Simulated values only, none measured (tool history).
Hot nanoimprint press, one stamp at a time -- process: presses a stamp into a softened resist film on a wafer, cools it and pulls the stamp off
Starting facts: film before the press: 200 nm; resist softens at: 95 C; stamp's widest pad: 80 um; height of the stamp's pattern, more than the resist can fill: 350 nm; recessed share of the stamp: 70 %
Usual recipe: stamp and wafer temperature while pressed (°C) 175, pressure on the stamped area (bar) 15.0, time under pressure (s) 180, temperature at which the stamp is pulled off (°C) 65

| run | hour | stamp and wafer temperature while pressed (°C) | pressure on the stamped area (bar) | time under pressure (s) | temperature at which the stamp is pulled off (°C) | resist left under the stamp's widest pad (angstrom) | greatest force while the stamp is pulled off (N) |
|---|---|---|---|---|---|---|---|
| 1 | 0.0 | 175 | 15.0 | 180 | 65 | 859 | 88.1 |
| 2 | 16.5 | 175 | 15.0 | 180 | 65 | 860 | 90.5 |
| 3 | 47.9 | 175 | 15.0 | 180 | 65 | 857 | 90.7 |
| 4 | 64.0 | 175 | 15.0 | 172 | 65 | 860 | 91.1 |
|  | 95.0 | plate thermocouple calibrated |
| 5 | 98.2 | 175 | 15.0 | 172 | 68 | 807 | 85.8 |
|  | 127.5 | stamp cleaned and given a new release coat |
| 6 | 129.4 | 175 | 15.0 | 172 | 68 | 815 | 78.5 |
| 7 | 147.0 | 175 | 15.0 | 172 | 68 | 814 | 79.3 |
| 8 | 178.7 | 175 | 15.0 | 172 | 68 | 810 | 79.9 |
| 9 | 193.9 | 175 | 15.0 | 172 | 68 | 794 | 82.9 |
| 10 | 214.7 | 180 | 13.6 | 143 | 55 | 737 | 107.9 |
| 11 | 237.6 | 181 | 13.6 | 272 | 55 | 542 | 111.3 |
| 12 | 252.1 | 184 | 18.8 | 190 | 64 | 475 | 93.7 |
|  | 261.1 | stamp cleaned and given a new release coat |
|  | 265.9 | plate thermocouple calibrated, once more |
| 13 | 274.6 | 175 | 18.7 | 180 | 65 | 848 | 91.1 |

4 options for the next run, each taken on its own from the tool as it stands now. Forecast them:
| A | 291.4 | 175 | 18.7 | 180 | 55 | ? | ? |
| B | 291.4 | 175 | 18.7 | 116 | 72 | ? | ? |
| C | 291.4 | 182 | 18.7 | 180 | 50 | ? | ? |
| D | 291.4 | 171 | 23.8 | 180 | 71 | ? | ? |

| run | resist left under the stamp's widest pad (angstrom) | greatest force while the stamp is pulled off (N) |
|---|---|---|
| A | 856 | 110.6 |
| B | 1000 | 80.6 |
| C | 625 | 120.0 |
| D | 900 | 81.9 |
With no hidden state in the tool, these same runs would have given:
| run | resist left under the stamp's widest pad (angstrom) | greatest force while the stamp is pulled off (N) |
|---|---|---|
| A | 841 | 108.0 |
| B | 983 | 78.7 |
| C | 613 | 117.2 |
| D | 880 | 80.0 |
